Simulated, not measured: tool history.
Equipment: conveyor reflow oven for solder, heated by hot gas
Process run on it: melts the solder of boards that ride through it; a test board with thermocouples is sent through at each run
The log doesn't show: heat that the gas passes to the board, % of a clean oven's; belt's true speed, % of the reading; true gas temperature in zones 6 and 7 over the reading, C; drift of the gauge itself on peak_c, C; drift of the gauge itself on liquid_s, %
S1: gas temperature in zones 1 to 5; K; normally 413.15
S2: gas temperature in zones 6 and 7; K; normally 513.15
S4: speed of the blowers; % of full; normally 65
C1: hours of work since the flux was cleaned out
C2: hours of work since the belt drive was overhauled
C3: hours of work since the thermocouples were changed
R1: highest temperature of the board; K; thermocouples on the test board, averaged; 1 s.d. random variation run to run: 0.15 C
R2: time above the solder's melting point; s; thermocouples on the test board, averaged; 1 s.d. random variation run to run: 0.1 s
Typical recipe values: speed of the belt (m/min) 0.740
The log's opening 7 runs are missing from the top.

Run 8, hour 219.7: usual settings but S4 78 % of full; C1 135; C2 234; C3 208. Result: R1 497.15 K, R2 46.5 s.
Run 9, hour 262.4: usual settings but S4 78 % of full; C1 155; C2 254; C3 228. Result: R1 497.15 K, R2 46.6 s.
Run 10, hour 294.1: usual settings but S1 420.15 K; C1 170; C2 268; C3 242. Result: R1 494.15 K, R2 46.6 s.
Run 11, hour 326.1: usual settings but S1 420.15 K, S2 515.15 K; C1 184; C2 283; C3 257. Result: R1 495.65 K, R2 47.3 s.
Run 12, hour 377.8: usual settings but S1 420.15 K, S2 515.15 K; C1 208; C2 307; C3 281. Result: R1 495.25 K, R2 47.0 s.
Run 13, hour 419.1: usual settings but S4 61 % of full; C1 227; C2 326; C3 300. Result: R1 490.15 K, R2 42.2 s.
Run 14, hour 454.7: usual settings; C1 244; C2 342; C3 316. Result: R1 491.75 K, R2 43.3 s.
Run 15, hour 501.8: usual settings; C1 265; C2 364; C3 338. Result: R1 491.75 K, R2 43.3 s.
Run 16, hour 528.7: usual settings but S1 408.15 K; C1 278; C2 376; C3 351. Result: R1 490.65 K, R2 41.3 s.
Run 17, hour 565.8: usual settings but S1 408.15 K; C1 295; C2 394; C3 368. Result: R1 490.35 K, R2 41.3 s.
At hour 621.6: flux residue cleaned out of gas plates and filters.
Run 18, hour 625.9: usual settings but S2 507.15 K, speed of the belt (m/min) 0.801, S4 51 % of full; C1 2; C2 419; C3 393. Result: R1 478.95 K, R2 31.0 s.
Run 19, hour 681.9: usual settings but S1 424.15 K, S2 509.15 K, speed of the belt (m/min) 0.690, S4 73 % of full; C1 28; C2 445; C3 419. Result: R1 497.55 K, R2 54.1 s.
Run 20, hour 728.2: usual settings but S2 521.15 K, S4 80 % of full; C1 49; C2 466; C3 440. Result: R1 506.45 K, R2 50.8 s.
Run 21, hour 755.0: usual settings but S1 399.15 K, S2 508.15 K, speed of the belt (m/min) 0.729, S4 57 % of full; C1 62; C2 479; C3 453. Result: R1 483.55 K, R2 35.1 s.
Run 22, hour 803.5: usual settings but S1 399.15 K, S2 508.15 K, speed of the belt (m/min) 0.729, S4 57 % of full; C1 84; C2 501; C3 475. Result: R1 483.65 K, R2 35.1 s.
Run 23, hour 826.9: usual settings but S1 417.15 K, S2 512.15 K, speed of the belt (m/min) 0.619, S4 52 % of full; C1 95; C2 512; C3 486. Result: R1 494.25 K, R2 55.4 s.
Run 24, hour 881.7: usual settings but S1 412.15 K, S2 507.15 K, speed of the belt (m/min) 0.609, S4 72 % of full; C1 120; C2 537; C3 511. Result: R1 497.05 K, R2 57.6 s.
Run 25, hour 927.4: usual settings but S1 412.15 K, S2 507.15 K, speed of the belt (m/min) 0.609, S4 72 % of full; C1 141; C2 558; C3 532. Result: R1 496.95 K, R2 57.4 s.
Run 26, hour 971.2: usual settings but S2 518.15 K, S4 79 % of full; C1 161; C2 578; C3 552. Result: R1 502.85 K, R2 49.5 s.
Run 27, hour 1017.9: usual settings but S1 404.15 K, S2 509.15 K, S4 77 % of full; C1 183; C2 600; C3 574. Result: R1 492.85 K, R2 42.7 s.
Run 28, hour 1055.9: usual settings but S2 514.15 K, speed of the belt (m/min) 0.643, S4 68 % of full; C1 200; C2 617; C3 591. Result: R1 500.35 K, R2 55.9 s.
Run 29, hour 1107.5: usual settings but S2 504.15 K; C1 224; C2 641; C3 615. Result: R1 485.85 K, R2 40.3 s.
Run 30, hour 1145.4: usual settings but S2 504.15 K; C1 242; C2 659; C3 633. Result: R1 485.75 K, R2 40.3 s.
At hour 1180.1: thermocouples of zones 6 and 7 changed.
Run 31, hour 1187.4: usual settings but S1 410.15 K, S2 505.15 K, speed of the belt (m/min) 0.821, S4 82 % of full; C1 260; C2 677; C3 3. Result: R1 486.05 K, R2 36.0 s.

Predict each of these 4 candidate next runs independently; none follows another, all start after run 31:
Run A, hour 1211.4: usual settings but S1 402.15 K, S2 508.15 K, speed of the belt (m/min) 0.821, S4 82 % of full; C1 271; C2 688; C3 14. Result: R1 ?, R2 ?.
Run B, hour 1211.4: usual settings but S1 410.15 K, S2 505.15 K, speed of the belt (m/min) 0.785, S4 82 % of full; C1 271; C2 688; C3 14. Result: R1 ?, R2 ?.
Run C, hour 1211.4: usual settings but S1 428.15 K, S2 525.15 K, speed of the belt (m/min) 0.882; C1 271; C2 688; C3 14. Result: R1 ?, R2 ?.
Run D, hour 1211.4: usual settings but speed of the belt (m/min) 0.718; C1 271; C2 688; C3 14. Result: R1 ?, R2 ?.

run      R1    R2
  A  487.05  34.7
  B  487.65  38.8
  C  497.55  42.7
  D  492.55  45.8
What these runs would have given with no unlogged condition in the tool:
run      R1    R2
  A  489.25  35.5
  B  489.55  39.4
  C  499.35  42.7
  D  494.05  45.9

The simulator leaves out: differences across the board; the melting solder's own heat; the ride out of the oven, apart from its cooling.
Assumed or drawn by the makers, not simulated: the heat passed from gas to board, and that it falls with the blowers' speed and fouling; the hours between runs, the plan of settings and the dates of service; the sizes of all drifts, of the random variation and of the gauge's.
